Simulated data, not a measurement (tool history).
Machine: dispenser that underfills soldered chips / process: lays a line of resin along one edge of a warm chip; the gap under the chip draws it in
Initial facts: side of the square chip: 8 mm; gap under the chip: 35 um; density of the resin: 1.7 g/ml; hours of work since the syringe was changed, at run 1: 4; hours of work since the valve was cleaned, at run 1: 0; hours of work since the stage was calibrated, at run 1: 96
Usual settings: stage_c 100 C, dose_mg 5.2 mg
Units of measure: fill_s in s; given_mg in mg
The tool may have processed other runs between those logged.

run   hour  stage_c  dose_mg  hours of work since the syringe was changed  hours of work since the valve was cleaned  hours of work since the stage was calibrated  fill_s  given_mg
  1      0      100      5.2                                            4                                          0                                            96     156       5.2
       3.7  -- new syringe of resin
  2    4.7      100      5.2                                            1                                          3                                            99   136.2      5.26
  3    8.5       87      5.2                                            3                                          6                                           101   261.2       5.2
  4   11.2       87      5.2                                            5                                          7                                           103   280.8      5.15
      13.9  -- new syringe of resin
  5     14      100      5.2                                            0                                          9                                           105   129.5      5.13
  6   17.7      100      5.2                                            3                                         11                                           107   146.9       5.1
  7   20.5      100      5.2                                            4                                         13                                           109   156.9      5.16
  8   22.9      100      5.2                                            6                                         15                                           111   165.8      5.07
      23.9  -- new syringe of resin
  9   26.7      107      5.2                                            2                                         17                                           113   109.2      5.18
 10   31.2      107      5.2                                            5                                         20                                           116     125      5.12
      33.8  -- new syringe of resin
 11   34.8      107      5.2                                            1                                         23                                           118   103.2      5.17
 12   39.1      107      5.2                                            4                                         25                                           121   115.8      5.06
 13   42.4      107      5.2                                            6                                         28                                           124   131.8      5.11
      43.7  -- new syringe of resin
 14     45      100      5.2                                            1                                         29                                           125   141.7       5.1
 15   49.8      100      5.2                                            4                                         32                                           128   163.3      5.14
 16   52.4      100      5.2                                            6                                         34                                           130   174.7      4.98
      53.9  -- new syringe of resin
 17   55.6      100      5.2                                            1                                         36                                           132   142.6      5.06
 18     60      100      5.2                                            4                                         39                                           135   160.2      4.99
 19     62      107     4.97                                            5                                         40                                           136     132      4.88
      63.8  -- new syringe of resin
 20   65.3      107     4.97                                            1                                         42                                           138     109      4.84
 21   67.4      107     4.97                                            2                                         44                                           140   112.6      4.79
 22   71.1      110      5.2                                            5                                         46                                           142   111.1      4.92
      73.7  -- new syringe of resin
 23   75.5       87      5.2                                            1                                         49                                           145   249.4      5.09
 24     80       87      5.2                                            4                                         52                                           148   280.4      4.86
      83.5  -- new syringe of resin
 25   84.3      113     4.89                                            1                                         55                                           151    84.2      4.62
 26   86.9       85     6.77                                            2                                         56                                           152   276.2      6.44
 27   90.6       85     6.77                                            5                                         59                                           155   304.2      6.42
      93.3  -- new syringe of resin
 28   94.7       86     6.36                                            1                                         61                                           157     253      6.09
 29   97.2       95     4.78                                            3                                         63                                           159   195.3      4.41
 30  100.3       93     6.43                                            5                                         65                                           161   215.2       6.1
     103.1  -- new syringe of resin
 31  104.9       93     6.43                                            1                                         68                                           164   181.7      6.12
 32  108.4       98      5.2                                            4                                         70                                           166   170.2      4.89
 33  111.5       98      5.2                                            6                                         73                                           169   185.8      4.93
     112.9  -- new syringe of resin
 34  114.3       98      5.2                                            1                                         74                                           170   153.9      4.89
 35  118.8      110     5.17                                            4                                         77                                           173   106.7      4.84

Each row is a separate what-if for the run after 35, all from the same tool condition, not one after another. Results?
     122.9  -- new syringe of resin
  A  122.9       91      4.8                                            0                                         80                                           176       ?         ?
     122.9  -- new syringe of resin
  B  122.9      110     6.64                                            0                                         80                                           176       ?         ?
     122.9  -- new syringe of resin
  C  122.9      105     5.15                                            0                                         80                                           176       ?         ?

run  fill_s  given_mg
  A   201.8      4.53
  B    88.3      6.17
  C   112.2      4.86
What these runs would have given with no unlogged condition in the tool:
run  fill_s  given_mg
  A   183.4      4.86
  B    82.4      6.62
  C     103      5.21
